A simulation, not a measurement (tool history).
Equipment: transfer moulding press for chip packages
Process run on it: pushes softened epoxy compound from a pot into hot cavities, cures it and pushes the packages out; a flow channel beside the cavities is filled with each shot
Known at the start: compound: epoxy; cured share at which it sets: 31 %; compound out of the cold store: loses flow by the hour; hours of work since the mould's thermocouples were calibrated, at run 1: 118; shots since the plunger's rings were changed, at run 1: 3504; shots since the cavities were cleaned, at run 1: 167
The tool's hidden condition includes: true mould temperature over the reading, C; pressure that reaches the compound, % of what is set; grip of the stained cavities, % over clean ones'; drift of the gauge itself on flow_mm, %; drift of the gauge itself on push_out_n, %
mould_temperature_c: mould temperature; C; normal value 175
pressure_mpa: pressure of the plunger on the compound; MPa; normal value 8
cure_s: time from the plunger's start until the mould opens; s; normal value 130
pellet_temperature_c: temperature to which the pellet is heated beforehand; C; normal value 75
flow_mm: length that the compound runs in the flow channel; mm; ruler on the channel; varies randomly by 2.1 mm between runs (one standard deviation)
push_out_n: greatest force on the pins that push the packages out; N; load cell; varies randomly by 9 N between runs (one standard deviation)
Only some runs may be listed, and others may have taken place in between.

| run | day | mould_temperature_c | pressure_mpa | cure_s | pellet_temperature_c | hours of work since the mould's thermocouples were calibrated | shots since the plunger's rings were changed | shots since the cavities were cleaned | incoming compound's hours out of the cold store | flow_mm | push_out_n |
|---|---|---|---|---|---|---|---|---|---|---|---|
| 1 | 0 | 175 | 8 | 130 | 75 | 118 | 3504 | 167 | 38.1 | 724 | 457 |
|  | 1.875 | cavities cleaned with cleaning compound and waxed |
|  | 3.062 | plunger's sealing rings changed |
| 2 | 3.062 | 175 | 8 | 130 | 75 | 149 | 0 | 172 | 39.6 | 743 | 476 |
|  | 5.233 | cavities cleaned with cleaning compound and waxed |
| 3 | 7.088 | 175 | 8 | 130 | 75 | 192 | 630 | 294 | 20.6 | 777 | 498 |
|  | 8.346 | cavities cleaned with cleaning compound and waxed |
|  | 11.342 | cavities cleaned with cleaning compound and waxed |
| 4 | 11.342 | 178 | 8 | 130 | 75 | 236 | 1286 | 0 | 45.2 | 719 | 393 |
|  | 14.246 | cavities cleaned with cleaning compound and waxed |
| 5 | 15.162 | 174 | 8 | 130 | 75 | 277 | 1884 | 146 | 28.9 | 758 | 492 |
|  | 17.162 | cavities cleaned with cleaning compound and waxed |
| 6 | 18.933 | 174 | 8 | 130 | 75 | 316 | 2473 | 281 | 18.5 | 771 | 537 |
|  | 20.054 | cavities cleaned with cleaning compound and waxed |
| 7 | 21.871 | 174 | 8.44 | 130 | 75 | 347 | 2931 | 289 | 34.8 | 762 | 521 |
|  | 23.129 | cavities cleaned with cleaning compound and waxed |
| 8 | 24.071 | 175 | 8.47 | 168 | 75 | 370 | 3270 | 150 | 35.1 | 757 | 418 |
|  | 26.3 | cavities cleaned with cleaning compound and waxed |
| 9 | 27.267 | 175 | 8.47 | 168 | 75 | 404 | 3769 | 155 | 26.4 | 773 | 433 |
|  | 28.671 | plunger's sealing rings changed |
| 10 | 29.071 | 175 | 8.47 | 168 | 75 | 423 | 64 | 425 | 15 | 820 | 497 |
|  | 29.45 | cavities cleaned with cleaning compound and waxed |
| 11 | 31.988 | 175 | 8.47 | 168 | 75 | 453 | 518 | 404 | 31.3 | 779 | 506 |
|  | 32.404 | cavities cleaned with cleaning compound and waxed |
|  | 35.312 | cavities cleaned with cleaning compound and waxed |
| 12 | 35.854 | 175 | 9.34 | 143 | 75 | 494 | 1112 | 86 | 20.1 | 841 | 415 |

For each entry between runs, how does the tool's hidden state at the last listed run before it compare with that at the first listed run after it?
Run 1 -> run 2: cavities cleaned with cleaning compound and waxed (day 1.875); plunger's sealing rings changed (day 3.062)
  true mould temperature over the reading, C: -0.21 -> -0.24; pressure that reaches the compound, % of what is set: 94.46 -> 99.9; grip of the stained cavities, % over clean ones': 14.1 -> 18.3
  measured less the result without the state, flow_mm: -20 -> +0 mm; push_out_n: +59 -> +75 N
Run 2 -> run 3: cavities cleaned with cleaning compound and waxed (day 5.233)
  true mould temperature over the reading, C: -0.24 -> -0.28; pressure that reaches the compound, % of what is set: 99.9 -> 99.06; grip of the stained cavities, % over clean ones': 18.3 -> 24.1
  measured less the result without the state, flow_mm: +0 -> -4 mm; push_out_n: +75 -> +100 N
Run 3 -> run 4: cavities cleaned with cleaning compound and waxed (day 8.346); cavities cleaned with cleaning compound and waxed (day 11.342)
  true mould temperature over the reading, C: -0.28 -> -0.32; pressure that reaches the compound, % of what is set: 99.06 -> 98.18; grip of the stained cavities, % over clean ones': 24.1 -> 0.5
  measured less the result without the state, flow_mm: -4 -> -6 mm; push_out_n: +100 -> +3 N
Run 4 -> run 5: cavities cleaned with cleaning compound and waxed (day 14.246)
  true mould temperature over the reading, C: -0.32 -> -0.36; pressure that reaches the compound, % of what is set: 98.18 -> 97.38; grip of the stained cavities, % over clean ones': 0.5 -> 15.3
  measured less the result without the state, flow_mm: -6 -> -10 mm; push_out_n: +3 -> +69 N
Run 5 -> run 6: cavities cleaned with cleaning compound and waxed (day 17.162)
  true mould temperature over the reading, C: -0.36 -> -0.4; pressure that reaches the compound, % of what is set: 97.38 -> 96.53; grip of the stained cavities, % over clean ones': 15.3 -> 24.9
  measured less the result without the state, flow_mm: -10 -> -13 mm; push_out_n: +69 -> +110 N
Run 6 -> run 7: cavities cleaned with cleaning compound and waxed (day 20.054)
  true mould temperature over the reading, C: -0.4 -> -0.43; pressure that reaches the compound, % of what is set: 96.53 -> 95.94; grip of the stained cavities, % over clean ones': 24.9 -> 23.1
  measured less the result without the state, flow_mm: -13 -> -15 mm; push_out_n: +110 -> +104 N
Run 7 -> run 8: cavities cleaned with cleaning compound and waxed (day 23.129)
  true mould temperature over the reading, C: -0.43 -> -0.45; pressure that reaches the compound, % of what is set: 95.94 -> 95.48; grip of the stained cavities, % over clean ones': 23.1 -> 15.9
  measured less the result without the state, flow_mm: -15 -> -17 mm; push_out_n: +104 -> +58 N
Run 8 -> run 9: cavities cleaned with cleaning compound and waxed (day 26.3)
  true mould temperature over the reading, C: -0.45 -> -0.48; pressure that reaches the compound, % of what is set: 95.48 -> 94.79; grip of the stained cavities, % over clean ones': 15.9 -> 14.4
  measured less the result without the state, flow_mm: -17 -> -20 mm; push_out_n: +58 -> +55 N
Run 9 -> run 10: plunger's sealing rings changed (day 28.671)
  true mould temperature over the reading, C: -0.48 -> -0.5; pressure that reaches the compound, % of what is set: 94.79 -> 99.82; grip of the stained cavities, % over clean ones': 14.4 -> 33
  measured less the result without the state, flow_mm: -20 -> +1 mm; push_out_n: +55 -> +124 N
Run 10 -> run 11: cavities cleaned with cleaning compound and waxed (day 29.45)
  true mould temperature over the reading, C: -0.5 -> -0.53; pressure that reaches the compound, % of what is set: 99.82 -> 99.22; grip of the stained cavities, % over clean ones': 33 -> 32.5
  measured less the result without the state, flow_mm: +1 -> -2 mm; push_out_n: +124 -> +123 N
Run 11 -> run 12: cavities cleaned with cleaning compound and waxed (day 32.404); cavities cleaned with cleaning compound and waxed (day 35.312)
  true mould temperature over the reading, C: -0.53 -> -0.58; pressure that reaches the compound, % of what is set: 99.22 -> 98.38; grip of the stained cavities, % over clean ones': 32.5 -> 8.5
  measured less the result without the state, flow_mm: -2 -> -5 mm; push_out_n: +123 -> +35 N
